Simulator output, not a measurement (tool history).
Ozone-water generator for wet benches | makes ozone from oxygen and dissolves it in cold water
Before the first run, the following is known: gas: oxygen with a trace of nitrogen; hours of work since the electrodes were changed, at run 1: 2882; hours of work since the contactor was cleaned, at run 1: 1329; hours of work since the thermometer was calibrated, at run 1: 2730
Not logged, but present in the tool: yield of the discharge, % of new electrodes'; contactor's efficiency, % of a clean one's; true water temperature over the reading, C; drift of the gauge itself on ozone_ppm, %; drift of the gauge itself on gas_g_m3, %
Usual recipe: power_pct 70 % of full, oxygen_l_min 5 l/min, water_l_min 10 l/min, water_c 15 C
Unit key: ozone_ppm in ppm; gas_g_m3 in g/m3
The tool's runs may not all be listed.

run    hour  power_pct  oxygen_l_min  water_l_min  water_c  hours of work since the electrodes were changed  hours of work since the contactor was cleaned  hours of work since the thermometer was calibrated  ozone_ppm  gas_g_m3
  1       0         70             5           10       15                                             2882                                           1329                                                2730       45.6     274.6
  2      99         99             5           10       15                                             2977                                           1424                                                2826       59.7     358.1
  3   181.7         99             5           10       15                                             3056                                           1503                                                2905       59.9     356.4
  4   246.2         92             5           10       15                                             3118                                           1565                                                2967         56     336.4
  5   329.5         92             5            7       15                                             3198                                           1645                                                3047       70.2     338.4
  6   378.9         70             5           10       19                                             3245                                           1693                                                3094       41.9     273.5
  7   446.5         70             5           10       19                                             3310                                           1758                                                3159       42.1     273.3
  8     535         70             5           10       19                                             3395                                           1843                                                3244       42.2     275.3
  9     609         70             5           10       19                                             3467                                           1914                                                3315         42       275
 10   701.3         70             5           10       15                                             3555                                           2002                                                3404       45.6     273.2
 11   791.6         70             5           10       15                                             3642                                           2089                                                3491       45.7     273.8
 12   897.7         55          3.36           10       11                                             3744                                           2191                                                3593       43.8     298.3
 13   982.2         55          3.36           10       11                                             3825                                           2272                                                3674       44.1     295.1
 14  1087.1         50          2.81           14       11                                             3926                                           2373                                                3775       30.3     310.1
 15  1178.7         50             5            9       15                                             4014                                           2461                                                3863       37.5       211
 16  1283.6         79             5           10       20                                             4115                                           2562                                                3964       45.4     299.5
 17  1333.1         41           2.6            9        8                                             4162                                           2609                                                4011       40.8       281

Estimate the outcome of run 18 from the log above:
 18  1390.7         57          6.41           14       14                                             4217                                           2665                                                4066          ?         ?

Run 18 gave ozone_ppm 29 ppm, gas_g_m3 197.9 g/m3.
Minus the tool's unlogged condition, the same run would have read ozone_ppm 29 ppm, gas_g_m3 198.1 g/m3.
